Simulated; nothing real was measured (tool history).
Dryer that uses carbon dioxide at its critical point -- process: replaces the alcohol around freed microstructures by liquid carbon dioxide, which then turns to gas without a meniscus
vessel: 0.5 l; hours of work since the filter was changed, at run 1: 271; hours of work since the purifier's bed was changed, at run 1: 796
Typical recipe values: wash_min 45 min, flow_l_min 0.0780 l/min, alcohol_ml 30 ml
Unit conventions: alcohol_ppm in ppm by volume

| run | hour | wash_min | flow_l_min | alcohol_ml | hours of work since the filter was changed | hours of work since the purifier's bed was changed | alcohol_ppm |
|---|---|---|---|---|---|---|---|
| 1 | 0.0 | 45 | 0.0780 | 30 | 271 | 796 | 463 |
| 2 | 29.2 | 45 | 0.0780 | 30 | 291 | 816 | 476 |
| 3 | 63.1 | 45 | 0.0780 | 30 | 314 | 839 | 504 |
| 4 | 82.7 | 45 | 0.0780 | 30 | 327 | 852 | 496 |
| 5 | 101.0 | 45 | 0.0780 | 30 | 340 | 864 | 489 |
|  | 114.5 | inlet filter changed |
| 6 | 135.4 | 45 | 0.0780 | 30 | 14 | 887 | 371 |
| 7 | 169.1 | 45 | 0.0780 | 30 | 37 | 910 | 384 |
| 8 | 185.1 | 45 | 0.0780 | 30 | 48 | 921 | 387 |
| 9 | 203.7 | 45 | 0.0780 | 73 | 61 | 933 | 771 |
| 10 | 222.6 | 45 | 0.0780 | 73 | 73 | 946 | 762 |
| 11 | 247.7 | 45 | 0.0780 | 73 | 90 | 963 | 762 |
| 12 | 274.6 | 45 | 0.0780 | 41 | 109 | 982 | 524 |
| 13 | 310.5 | 45 | 0.0780 | 41 | 133 | 1006 | 542 |
| 14 | 335.6 | 45 | 0.0780 | 41 | 150 | 1023 | 543 |
| 15 | 363.4 | 65 | 0.0780 | 30 | 169 | 1042 | 210 |
| 16 | 399.2 | 65 | 0.0780 | 30 | 193 | 1066 | 206 |
| 17 | 423.8 | 64 | 0.0780 | 30 | 210 | 1083 | 202 |
| 18 | 439.3 | 45 | 0.0780 | 30 | 220 | 1093 | 468 |
| 19 | 454.3 | 45 | 0.0780 | 30 | 231 | 1103 | 495 |
| 20 | 476.0 | 45 | 0.0780 | 30 | 245 | 1118 | 492 |
| 21 | 497.2 | 45 | 0.0780 | 49 | 260 | 1133 | 703 |
| 22 | 529.4 | 45 | 0.0753 | 30 | 282 | 1154 | 579 |
| 23 | 561.5 | 31 | 0.0753 | 30 | 303 | 1176 | 2065 |
| 24 | 590.6 | 31 | 0.0554 | 30 | 323 | 1196 | 4953 |
| 25 | 617.2 | 31 | 0.0554 | 30 | 341 | 1214 | 5147 |
|  | 629.1 | inlet filter changed |
| 26 | 650.2 | 33 | 0.0780 | 31 | 14 | 1236 | 1233 |
| 27 | 675.5 | 33 | 0.0673 | 31 | 32 | 1253 | 2125 |
| 28 | 704.8 | 45 | 0.0780 | 36 | 51 | 1273 | 498 |
| 29 | 720.8 | 50 | 0.0641 | 30 | 62 | 1284 | 646 |
|  | 727.1 | purifier's bed changed |
| 30 | 755.7 | 35 | 0.0641 | 106 | 84 | 19 | 6704 |
| 31 | 787.3 | 48 | 0.0634 | 85 | 105 | 41 | 1637 |
| 32 | 817.2 | 69 | 0.0780 | 30 | 126 | 61 | 26 |
| 33 | 842.8 | 69 | 0.0780 | 30 | 143 | 78 | 33 |
| 34 | 861.5 | 31 | 0.0834 | 40 | 156 | 91 | 1523 |
| 35 | 896.8 | 38 | 0.0780 | 79 | 180 | 115 | 1771 |
| 36 | 930.3 | 71 | 0.0649 | 114 | 202 | 138 | 262 |
| 37 | 962.7 | 71 | 0.0649 | 114 | 224 | 160 | 268 |
| 38 | 988.2 | 62 | 0.0780 | 96 | 242 | 177 | 173 |
| 39 | 1003.3 | 67 | 0.0681 | 88 | 252 | 187 | 246 |
| 40 | 1032.8 | 57 | 0.0780 | 30 | 272 | 207 | 123 |
| 41 | 1054.5 | 57 | 0.0780 | 30 | 287 | 222 | 129 |
| 42 | 1082.0 | 32 | 0.1100 | 98 | 305 | 241 | 1087 |
| 43 | 1107.5 | 32 | 0.1100 | 98 | 323 | 258 | 1169 |
| 44 | 1125.0 | 59 | 0.0604 | 47 | 334 | 270 | 567 |

Alternative continuations, all from the tool just after run 44; predict every row:
|  | 1147.5 | inlet filter changed |
| A | 1153.8 | 59 | 0.0604 | 91 | 4 | 289 | ? |
|  | 1147.5 | inlet filter changed |
| B | 1153.8 | 37 | 0.1146 | 39 | 4 | 289 | ? |
|  | 1147.5 | inlet filter changed |
| C | 1153.8 | 59 | 0.1255 | 37 | 4 | 289 | ? |
|  | 1147.5 | inlet filter changed |
| D | 1153.8 | 32 | 0.0604 | 47 | 4 | 289 | ? |

| run | alcohol_ppm |
|---|---|
| A | 756 |
| B | 143 |
| C | 51 |
| D | 4569 |
Take away the tool's hidden state, keep each run's random variation, and the runs would have read:
| run | alcohol_ppm |
|---|---|
| A | 681 |
| B | 93 |
| C | 4 |
| D | 4428 |
